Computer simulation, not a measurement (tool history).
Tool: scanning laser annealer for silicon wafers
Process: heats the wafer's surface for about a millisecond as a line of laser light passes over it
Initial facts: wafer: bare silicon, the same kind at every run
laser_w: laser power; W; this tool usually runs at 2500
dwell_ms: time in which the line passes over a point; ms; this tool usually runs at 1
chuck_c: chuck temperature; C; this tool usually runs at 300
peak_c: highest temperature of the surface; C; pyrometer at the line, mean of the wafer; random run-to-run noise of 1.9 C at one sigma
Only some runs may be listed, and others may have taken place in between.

run   hour  laser_w  dwell_ms  chuck_c  peak_c
  1      0     2500         1      300    1048
  2   15.4     2500         1      300    1049
  3   28.1     2500         1      300    1050
  4     44     2500         1      300    1049
  5     55     2500         1      300    1047
  6   65.7     2500         1      300    1046
  7   81.7     2500         1      300    1050
  8   99.5     2500      0.71      300     922
  9  109.7     2500      0.71      300     921
 10  117.6     2500         1      288    1037
 11  131.7     2500         1      288    1036
 12  145.5     2500         1      288    1032
 13    158     2500         1      288    1035
 14  170.1     2717         1      300    1120
 15  184.4     2677         1      300    1110
     192.1  -- window over the wafer cleaned
 16  200.2     2677         1      317    1151
 17  211.8     2677         1      317    1151
 18  220.7     2500         1      300    1075
 19  238.2     2500      1.24      300    1171
 20  253.1     2500         1      300    1074
 21  266.4     2500      0.98      330    1097
 22    284     2500      0.85      271     980
 23  297.5     2622       0.9      300    1074
 24  307.1     2622      0.81      276    1006
 25  324.8     2622      0.81      276    1006
 26  341.6     2396         1      300    1035
 27  350.4     2496      0.84      328    1028
 28  367.3     2500      1.11      273    1088
 29  382.3     2500      1.11      273    1089
 30  395.7     2500      1.11      273    1087
 31  411.1     2306      0.86      273     918
 32  420.7     2673      1.17      283    1188
 33  435.4     2673      1.17      283    1192
 34  450.7     2500      0.94      282    1026
 35  466.1     2500      0.94      282    1026
 36    474     2500      0.94      282    1025
 37  489.6     2500      0.94      282    1026
 38    508     2335      1.02      300    1016
 39  523.6     2500      0.83      322    1020
 40  542.2     2500      0.83      322    1018

Measured less the same run without the tool's hidden state. The same run-to-run variation is in both; the gauge's scatter may not be:
The tool's hidden condition here consists of: light that passes the window, % of a clean one's; laser's true power over the reading, %; width of the line over the set one, %; drift of the gauge itself on peak_c, C.
run  peak_c
  1     -43
  2     -43
  3     -43
  4     -43
  5     -43
  6     -44
  7     -44
  8     -37
  9     -37
 10     -45
 11     -45
 12     -45
 13     -46
 14     -50
 15     -50
 16     -18
 17     -18
 18     -17
 19     -20
 20     -18
 21     -17
 22     -16
 23     -19
 24     -17
 25     -18
 26     -18
 27     -18
 28     -21
 29     -21
 30     -21
 31     -17
 32     -24
 33     -25
 34     -20
 35     -21
 36     -21
 37     -21
 38     -21
 39     -20
 40     -21
